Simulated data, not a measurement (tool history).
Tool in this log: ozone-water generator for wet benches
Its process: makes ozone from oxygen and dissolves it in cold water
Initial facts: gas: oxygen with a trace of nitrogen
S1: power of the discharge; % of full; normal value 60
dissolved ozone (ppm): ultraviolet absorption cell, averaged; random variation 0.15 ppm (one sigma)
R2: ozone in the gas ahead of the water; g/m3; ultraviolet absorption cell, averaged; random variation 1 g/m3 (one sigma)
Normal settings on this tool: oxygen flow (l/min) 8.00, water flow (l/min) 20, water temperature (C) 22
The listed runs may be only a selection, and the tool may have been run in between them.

Run 1, hour 0.0: usual settings. Result: dissolved ozone (ppm) 17.5, R2 177.6 g/m3.
Run 2, hour 48.2: usual settings. Result: dissolved ozone (ppm) 17.3, R2 179.3 g/m3.
Run 3, hour 93.1: usual settings. Result: dissolved ozone (ppm) 17.6, R2 177.8 g/m3.
Run 4, hour 125.1: usual settings. Result: dissolved ozone (ppm) 17.4, R2 177.1 g/m3.
Run 5, hour 155.0: usual settings. Result: dissolved ozone (ppm) 17.5, R2 178.2 g/m3.
Run 6, hour 208.3: usual settings. Result: dissolved ozone (ppm) 17.5, R2 178.5 g/m3.
Run 7, hour 238.3: usual settings. Result: dissolved ozone (ppm) 17.3, R2 177.7 g/m3.
Run 8, hour 268.2: usual settings. Result: dissolved ozone (ppm) 17.4, R2 178.6 g/m3.
Run 9, hour 296.7: usual settings but water temperature (C) 20. Result: dissolved ozone (ppm) 18.1, R2 176.2 g/m3.
Run 10, hour 332.3: usual settings but water flow (l/min) 27. Result: dissolved ozone (ppm) 13.5, R2 178.8 g/m3.
Run 11, hour 374.7: usual settings but water temperature (C) 15. Result: dissolved ozone (ppm) 20.0, R2 178.7 g/m3.
Run 12, hour 417.0: usual settings but water temperature (C) 15. Result: dissolved ozone (ppm) 19.8, R2 176.8 g/m3.
Run 13, hour 448.7: usual settings but water temperature (C) 15. Result: dissolved ozone (ppm) 19.6, R2 175.2 g/m3.
Run 14, hour 476.8: usual settings. Result: dissolved ozone (ppm) 17.4, R2 178.7 g/m3.
Run 15, hour 511.7: usual settings. Result: dissolved ozone (ppm) 17.3, R2 176.5 g/m3.
At hour 519.6: contactor cleaned.
Run 16, hour 554.5: usual settings. Result: dissolved ozone (ppm) 16.8, R2 175.8 g/m3.
Run 17, hour 604.9: usual settings but S1 43 % of full, oxygen flow (l/min) 4.32, water flow (l/min) 13, water temperature (C) 19. Result: dissolved ozone (ppm) 20.6, R2 188.8 g/m3.
Run 18, hour 659.2: usual settings but S1 54 % of full, oxygen flow (l/min) 4.03, water flow (l/min) 30, water temperature (C) 24. Result: dissolved ozone (ppm) 10.3, R2 232.5 g/m3.
Run 19, hour 690.9: usual settings but S1 52 % of full, oxygen flow (l/min) 13.24, water flow (l/min) 17, water temperature (C) 18. Result: dissolved ozone (ppm) 16.8, R2 119.0 g/m3.
Run 20, hour 723.6: usual settings but S1 63 % of full, water temperature (C) 15. Result: dissolved ozone (ppm) 19.8, R2 184.1 g/m3.
At hour 734.5: water thermometer calibrated.
Run 21, hour 757.9: usual settings but S1 63 % of full, water temperature (C) 15. Result: dissolved ozone (ppm) 20.5, R2 180.3 g/m3.
Run 22, hour 810.8: usual settings but S1 51 % of full, oxygen flow (l/min) 10.48, water flow (l/min) 15, water temperature (C) 19. Result: dissolved ozone (ppm) 18.8, R2 132.8 g/m3.
At hour 819.2: contactor cleaned, once more.
Run 23, hour 865.3: usual settings but S1 51 % of full, oxygen flow (l/min) 4.12, water flow (l/min) 15, water temperature (C) 19. Result: dissolved ozone (ppm) 21.4, R2 219.3 g/m3.
Run 24, hour 910.4: usual settings but S1 56 % of full, water flow (l/min) 15, water temperature (C) 28. Result: dissolved ozone (ppm) 18.3, R2 165.8 g/m3.
Run 25, hour 932.8: usual settings but S1 56 % of full, water flow (l/min) 15, water temperature (C) 28. Result: dissolved ozone (ppm) 18.2, R2 165.6 g/m3.
Run 26, hour 974.1: usual settings but S1 56 % of full, water flow (l/min) 15, water temperature (C) 28. Result: dissolved ozone (ppm) 18.0, R2 165.3 g/m3.
Run 27, hour 1006.1: usual settings but S1 51 % of full, water flow (l/min) 29. Result: dissolved ozone (ppm) 10.9, R2 154.1 g/m3.
Run 28, hour 1058.6: usual settings but S1 51 % of full, water flow (l/min) 29. Result: dissolved ozone (ppm) 10.8, R2 151.2 g/m3.
Run 29, hour 1080.9: usual settings but S1 46 % of full, oxygen flow (l/min) 6.22, water flow (l/min) 29, water temperature (C) 21. Result: dissolved ozone (ppm) 10.2, R2 160.8 g/m3.
Run 30, hour 1124.6: usual settings but S1 82 % of full, oxygen flow (l/min) 8.96, water flow (l/min) 22, water temperature (C) 18. Result: dissolved ozone (ppm) 22.1, R2 215.0 g/m3.
Run 31, hour 1171.5: usual settings but S1 82 % of full, oxygen flow (l/min) 8.96, water flow (l/min) 22, water temperature (C) 18. Result: dissolved ozone (ppm) 22.1, R2 213.1 g/m3.
Run 32, hour 1201.1: usual settings but S1 43 % of full, water flow (l/min) 12. Result: dissolved ozone (ppm) 19.3, R2 131.5 g/m3.

Alternative continuations, all from the tool just after run 32; predict every row:
Run A, hour 1251.5: usual settings but S1 43 % of full, water flow (l/min) 12, water temperature (C) 16. Result: dissolved ozone (ppm) ?, R2 ?.
Run B, hour 1251.5: usual settings but S1 41 % of full, water temperature (C) 15. Result: dissolved ozone (ppm) ?, R2 ?.
Run C, hour 1251.5: usual settings but S1 43 % of full, oxygen flow (l/min) 10.23, water flow (l/min) 12. Result: dissolved ozone (ppm) ?, R2 ?.

run  dissolved ozone (ppm)     R2
  A                   22.0  133.8
  B                   14.6  128.9
  C                   18.0  118.0
With the hidden condition removed and each run's random variation left untouched, the same runs would have given:
run  dissolved ozone (ppm)     R2
  A                   22.7  137.8
  B                   15.0  132.5
  C                   18.6  121.5
